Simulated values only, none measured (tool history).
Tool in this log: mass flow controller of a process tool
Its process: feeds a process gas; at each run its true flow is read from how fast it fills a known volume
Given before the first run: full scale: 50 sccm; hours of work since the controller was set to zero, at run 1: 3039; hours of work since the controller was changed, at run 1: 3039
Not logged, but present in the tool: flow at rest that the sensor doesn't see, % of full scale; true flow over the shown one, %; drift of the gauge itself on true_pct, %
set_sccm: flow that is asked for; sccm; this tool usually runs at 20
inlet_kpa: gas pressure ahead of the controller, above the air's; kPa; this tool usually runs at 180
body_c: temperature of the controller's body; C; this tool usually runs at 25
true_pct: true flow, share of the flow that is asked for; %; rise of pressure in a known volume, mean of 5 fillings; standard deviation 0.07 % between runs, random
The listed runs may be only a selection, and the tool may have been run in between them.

run	hour	set_sccm	inlet_kpa	body_c	hours of work since the controller was set to zero	hours of work since the controller was changed	true_pct
1	0.0	20	180	25	3039	3039	98.56
2	43.1	20	180	25	3073	3073	98.75
3	82.2	20	180	25	3104	3104	98.50
4	126.9	20	180	25	3140	3140	98.39
5	201.7	6	180	25	3199	3199	97.79
6	279.0	7	180	25	3260	3260	97.79
7	342.6	7	180	25	3311	3311	97.92
8	425.3	20	180	25	3376	3376	98.20
9	464.0	20	180	25	3407	3407	98.44
10	518.6	42	180	25	3450	3450	99.22
11	583.9	20	245	25	3502	3502	98.66
12	654.3	5	180	23	3558	3558	97.74
13	711.8	48	229	28	3603	3603	99.22
14	776.2	20	172	38	3654	3654	96.65
15	858.9	6	255	23	3720	3720	98.25
16	927.3	48	155	30	3774	3774	98.51
17	973.0	24	202	35	3810	3810	97.10
18	1049.6	24	202	35	3871	3871	97.10

What if the next run were any one of these 5? Each begins from the tool's condition after run 18:
A	1107.7	20	238	25	3917	3917	?
B	1107.7	36	222	21	3917	3917	?
C	1107.7	49	277	25	3917	3917	?
D	1107.7	22	194	27	3917	3917	?
E	1107.7	12	170	28	3917	3917	?

run	true_pct
A	98.33
B	99.30
C	99.60
D	97.81
E	97.16
Had the tool no hidden state, the same runs would have come out as:
run	true_pct
A	99.05
B	100.03
C	100.33
D	98.53
E	97.86
